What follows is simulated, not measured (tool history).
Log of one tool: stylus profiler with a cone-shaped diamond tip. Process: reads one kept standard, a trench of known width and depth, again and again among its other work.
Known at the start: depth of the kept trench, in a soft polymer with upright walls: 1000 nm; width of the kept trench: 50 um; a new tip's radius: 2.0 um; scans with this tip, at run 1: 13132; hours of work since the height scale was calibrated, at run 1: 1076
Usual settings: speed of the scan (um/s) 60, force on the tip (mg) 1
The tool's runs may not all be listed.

run,day,speed of the scan (um/s),force on the tip (mg),scans with this tip,hours of work since the height scale was calibrated,depth of the trench (Å),width of the trench's floor (nm)
1,0,60,1,13132,1076,10058.7,46310
2,0.958,60,1,13296,1089,10057.9,46210
3,2.242,208,1,13514,1107,10058.9,45740
4,3.475,208,1,13725,1124,10059.2,45720
5,4.617,208,1,13920,1140,10060.1,45700
6,5.658,135,1,14097,1155,10053.8,46000
7,6.388,135,1,14221,1165,10059.8,46030
8,7.667,135,1,14439,1183,10060.3,46060
9,8.5,60,0.72,14582,1195,10048,46290
10,9.954,60,0.72,14830,1215,10042.2,46250
11,11.175,60,0.72,15038,1232,10047.6,46280
12,12.571,60,0.72,15276,1251,10046.3,46190
13,13.362,60,0.72,15411,1263,10047.6,46280
14,14.275,102,1,15567,1275,10062.1,46040
15,14.933,60,1,15679,1284,10058.7,46220
16,15.696,60,1,15809,1295,10057.1,46310
17,16.675,60,1,15976,1309,10058.5,46340
18,17.983,18,0.43,16199,1327,10034.2,46440
19,19.279,16,0.41,16421,1345,10033.3,46420
20,19.929,29,1,16531,1354,10059.9,46400
21,21.075,132,1.31,16726,1370,10073,46050
22,21.692,37,1.56,16832,1379,10082.7,46390
23,22.95,134,0.36,17047,1397,10029.3,45670
24,23.775,29,1.06,17187,1408,10061.8,46450
25,25.05,151,1.06,17405,1426,10060.4,45940
26,25.962,151,1.06,17560,1439,10060.9,45920
27,27.054,151,1.06,17746,1454,10062.6,45940
28,28.438,51,1.17,17982,1473,10061.9,46350
29,29.046,31,1.26,18086,1482,10067.8,46350
30,29.825,47,0.48,18219,1493,10037.4,46190
31,31.079,60,1.65,18433,1510,10083.8,46350
32,32.508,94,0.99,18677,1530,10058.7,46180
33,33.875,94,0.99,18910,1549,10057.3,46120

5 ways to go on from here, each from the tool as it stands after run 33. What would each give?
A,35.338,37,1.96,19159,1570,?,?
B,35.338,20,1.74,19159,1570,?,?
C,35.338,94,1.44,19159,1570,?,?
D,35.338,61,0.99,19159,1570,?,?
E,35.338,32,0.6,19159,1570,?,?

run,depth of the trench (Å),width of the trench's floor (nm)
A,10093.3,46450
B,10087.6,46450
C,10074.7,46220
D,10061.3,46320
E,10046,46380
Without the tool's hidden state the same runs would have given:
run,depth of the trench (Å),width of the trench's floor (nm)
A,10092.8,46490
B,10087,46490
C,10074.1,46260
D,10060.8,46360
E,10045.4,46420
